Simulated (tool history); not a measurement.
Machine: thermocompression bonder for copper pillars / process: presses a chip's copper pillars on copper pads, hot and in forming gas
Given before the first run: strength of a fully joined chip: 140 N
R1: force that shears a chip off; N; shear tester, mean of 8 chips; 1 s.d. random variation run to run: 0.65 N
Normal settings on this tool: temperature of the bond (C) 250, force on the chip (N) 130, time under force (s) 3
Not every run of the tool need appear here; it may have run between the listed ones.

{"run": 1, "hour": 0.0, "temperature of the bond (C)": 250, "force on the chip (N)": 130, "time under force (s)": 3, "R1": 50.1}
{"run": 2, "hour": 22.9, "temperature of the bond (C)": 250, "force on the chip (N)": 130, "time under force (s)": 3, "R1": 50.1}
{"run": 3, "hour": 33.0, "temperature of the bond (C)": 250, "force on the chip (N)": 130, "time under force (s)": 3, "R1": 49.2}
{"run": 4, "hour": 49.2, "temperature of the bond (C)": 250, "force on the chip (N)": 130, "time under force (s)": 3, "R1": 50.4}
{"run": 5, "hour": 65.0, "temperature of the bond (C)": 250, "force on the chip (N)": 130, "time under force (s)": 3, "R1": 50.8}
{"run": 6, "hour": 80.2, "temperature of the bond (C)": 250, "force on the chip (N)": 130, "time under force (s)": 3, "R1": 49.9}
{"run": 7, "hour": 89.8, "temperature of the bond (C)": 250, "force on the chip (N)": 130, "time under force (s)": 3, "R1": 50.9}
{"run": 8, "hour": 106.1, "temperature of the bond (C)": 250, "force on the chip (N)": 130, "time under force (s)": 3, "R1": 51.1}
{"run": 9, "hour": 116.7, "temperature of the bond (C)": 250, "force on the chip (N)": 104, "time under force (s)": 3, "R1": 40.6}
{"run": 10, "hour": 131.2, "temperature of the bond (C)": 250, "force on the chip (N)": 104, "time under force (s)": 3, "R1": 41.3}
{"run": 11, "hour": 150.5, "temperature of the bond (C)": 250, "force on the chip (N)": 187, "time under force (s)": 3, "R1": 67}
{"run": 12, "hour": 169.8, "temperature of the bond (C)": 250, "force on the chip (N)": 130, "time under force (s)": 2, "R1": 42.2}
{"run": 13, "hour": 180.7, "temperature of the bond (C)": 250, "force on the chip (N)": 130, "time under force (s)": 2, "R1": 42.6}
{"run": 14, "hour": 190.6, "temperature of the bond (C)": 270, "force on the chip (N)": 84, "time under force (s)": 2, "R1": 35.7}
{"run": 15, "hour": 202.6, "temperature of the bond (C)": 260, "force on the chip (N)": 130, "time under force (s)": 3, "R1": 55.8}
{"run": 16, "hour": 223.7, "temperature of the bond (C)": 260, "force on the chip (N)": 130, "time under force (s)": 3, "R1": 55.7}
{"run": 17, "hour": 239.0, "temperature of the bond (C)": 260, "force on the chip (N)": 82, "time under force (s)": 2, "R1": 31.3}
{"run": 18, "hour": 260.6, "temperature of the bond (C)": 267, "force on the chip (N)": 109, "time under force (s)": 8, "R1": 73.1}
{"hour": 262.9, "done": "forming gas filter changed"}
{"run": 19, "hour": 280.1, "temperature of the bond (C)": 258, "force on the chip (N)": 171, "time under force (s)": 2, "R1": 63.4}
{"run": 20, "hour": 290.4, "temperature of the bond (C)": 248, "force on the chip (N)": 130, "time under force (s)": 5, "R1": 63.1}
{"run": 21, "hour": 308.5, "temperature of the bond (C)": 248, "force on the chip (N)": 130, "time under force (s)": 5, "R1": 63.8}
{"run": 22, "hour": 324.4, "temperature of the bond (C)": 227, "force on the chip (N)": 86, "time under force (s)": 4, "R1": 32.7}
{"run": 23, "hour": 342.7, "temperature of the bond (C)": 227, "force on the chip (N)": 86, "time under force (s)": 4, "R1": 31.2}
{"run": 24, "hour": 354.8, "temperature of the bond (C)": 250, "force on the chip (N)": 150, "time under force (s)": 6, "R1": 78.8}
{"run": 25, "hour": 377.1, "temperature of the bond (C)": 250, "force on the chip (N)": 150, "time under force (s)": 6, "R1": 77.2}
{"run": 26, "hour": 397.9, "temperature of the bond (C)": 247, "force on the chip (N)": 81, "time under force (s)": 2, "R1": 29.2}

Results for each run, recomputed without the tool's hidden state and with each run's random variation untouched:
The hidden state here: true temperature of the bond over the reading, C; force that reaches the chip, % of what is set; oxide that the forming gas leaves, % of the face; drift of the gauge itself on shear_n, %.
run=1 R1=49.6
run=2 R1=49.6
run=3 R1=48.8
run=4 R1=49.9
run=5 R1=50.3
run=6 R1=49.4
run=7 R1=50.4
run=8 R1=50.6
run=9 R1=40.1
run=10 R1=40.8
run=11 R1=66.9
run=12 R1=41.7
run=13 R1=42.1
run=14 R1=35.3
run=15 R1=55.5
run=16 R1=55.4
run=17 R1=30.8
run=18 R1=73.5
run=19 R1=59
run=20 R1=58.6
run=21 R1=59.2
run=22 R1=29.8
run=23 R1=28.2
run=24 R1=73.7
run=25 R1=72.3
run=26 R1=26.7
